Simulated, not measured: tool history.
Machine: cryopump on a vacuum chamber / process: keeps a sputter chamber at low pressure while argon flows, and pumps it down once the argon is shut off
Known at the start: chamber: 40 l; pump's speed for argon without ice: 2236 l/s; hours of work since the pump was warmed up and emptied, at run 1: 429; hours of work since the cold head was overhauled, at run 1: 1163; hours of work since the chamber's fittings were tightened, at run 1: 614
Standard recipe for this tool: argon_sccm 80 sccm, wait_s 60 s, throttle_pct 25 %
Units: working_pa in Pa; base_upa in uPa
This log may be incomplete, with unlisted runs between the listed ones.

run,hour,argon_sccm,wait_s,throttle_pct,hours of work since the pump was warmed up and emptied,hours of work since the cold head was overhauled,hours of work since the chamber's fittings were tightened,working_pa,base_upa
1,0.0,80,60,25,429,1163,614,0.2553,1.29
2,48.0,80,60,59,459,1193,644,0.1165,1.30
3,92.1,80,60,59,487,1221,672,0.1197,1.28
4,141.1,80,144,25,518,1252,703,0.2583,0.71
5,182.4,80,23,25,544,1278,729,0.2589,2.84
6,224.1,80,60,25,570,1304,755,0.2596,1.32
7,250.4,80,60,25,587,1321,772,0.2634,1.31
8,293.9,80,60,25,615,1349,800,0.2636,1.33
9,327.6,96,60,25,636,1370,821,0.3142,1.33
10,371.2,80,60,25,664,1398,849,0.2658,1.36
11,403.6,80,60,25,684,1418,869,0.2638,1.37
12,428.7,80,60,23,700,1434,885,0.2868,1.40
13,451.5,80,60,23,714,1448,899,0.2851,1.39
# hour 461.7: pump warmed up, emptied and cooled again
14,494.3,80,60,23,21,1472,923,0.2647,1.26
15,519.5,80,60,25,37,1488,939,0.2432,1.24
16,565.0,80,60,25,65,1517,968,0.2433,1.29
17,602.1,80,60,25,89,1541,992,0.2467,1.27
18,644.5,33,133,60,116,1567,1018,0.0437,0.78
19,665.2,57,24,57,129,1581,1032,0.0787,2.74
20,693.1,80,228,25,147,1598,1049,0.2467,0.62
21,724.6,80,277,25,167,1618,1069,0.2476,0.54
22,771.0,83,131,39,196,1648,1099,0.1682,0.81
23,814.1,79,190,39,223,1675,1126,0.1597,0.67
24,837.4,79,190,39,238,1690,1141,0.1592,0.70
25,878.0,80,125,21,264,1715,1166,0.2986,0.83
# hour 890.2: leaking fittings of the chamber tightened, without venting
26,910.3,80,125,18,283,1734,13,0.3444,0.62
27,943.2,74,30,15,304,1755,34,0.3831,2.10
28,967.4,77,141,33,319,1771,49,0.1846,0.60
29,989.1,47,45,55,333,1784,63,0.0706,1.44
30,1027.8,60,60,35,357,1809,87,0.1365,1.15
31,1060.3,60,161,35,378,1829,108,0.1383,0.55
32,1084.2,98,23,44,393,1845,123,0.1823,2.66
33,1115.0,98,23,44,412,1864,142,0.1821,2.64

For each entry between runs, how does the tool's hidden state at the last listed run before it compare with that at the first listed run after it?
Runs 13 to 14: pump warmed up, emptied and cooled again (hour 461.7)
  pump's speed, % of a pump's without ice: 72.3 -> 99; cold plate's temperature, K: 12.63 -> 12.64; leak into the chamber, uPa l/s: 662 -> 670
  measured minus no-state result, working_pa: +0.0240 -> +0.0015 Pa; base_upa: +0.29 -> +0.17 uPa
Runs 25 to 26: leaking fittings of the chamber tightened, without venting (hour 890.2)
  pump's speed, % of a pump's without ice: 90 -> 89.3; leak into the chamber, uPa l/s: 760 -> 311
  measured minus no-state result, working_pa: +0.0077 -> +0.0081 Pa; base_upa: +0.24 -> +0.02 uPa
